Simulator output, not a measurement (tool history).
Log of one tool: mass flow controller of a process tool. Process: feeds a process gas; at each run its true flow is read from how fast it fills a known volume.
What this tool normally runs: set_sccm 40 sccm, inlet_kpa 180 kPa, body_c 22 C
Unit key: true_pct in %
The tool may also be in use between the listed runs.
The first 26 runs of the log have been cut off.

| run | hour | set_sccm | inlet_kpa | body_c | hours of work since the controller was set to zero | hours of work since the controller was changed | true_pct |
|---|---|---|---|---|---|---|---|
| 27 | 5110.8 | 16 | 235 | 22 | 4941 | 4941 | 98.47 |
| 28 | 5316.3 | 16 | 235 | 22 | 5033 | 5033 | 98.60 |
| 29 | 5519.8 | 16 | 235 | 22 | 5124 | 5124 | 98.40 |
| 30 | 5696.5 | 16 | 202 | 26 | 5203 | 5203 | 99.30 |
| 31 | 5955.6 | 40 | 262 | 38 | 5319 | 5319 | 98.61 |
| 32 | 6171.2 | 21 | 180 | 36 | 5416 | 5416 | 99.75 |
| 33 | 6362.7 | 21 | 180 | 36 | 5502 | 5502 | 99.86 |
| 34 | 6473.1 | 41 | 203 | 30 | 5551 | 5551 | 98.02 |
| 35 | 6605.3 | 41 | 203 | 30 | 5610 | 5610 | 97.99 |
| 36 | 6725.2 | 41 | 203 | 30 | 5664 | 5664 | 97.90 |
| 37 | 6911.7 | 41 | 203 | 30 | 5748 | 5748 | 98.01 |

Branching from run 37: 3 alternative next runs. What would each branch give?
| A | 7131.7 | 10 | 180 | 22 | 5846 | 5846 | ? |
| B | 7131.7 | 15 | 180 | 35 | 5846 | 5846 | ? |
| C | 7131.7 | 13 | 180 | 20 | 5846 | 5846 | ? |

| run | true_pct |
|---|---|
| A | 101.64 |
| B | 100.93 |
| C | 99.77 |
The same runs, with their run-to-run variation unchanged, on a tool lacking any hidden condition would have given:
| run | true_pct |
|---|---|
| A | 97.29 |
| B | 98.88 |
| C | 97.01 |
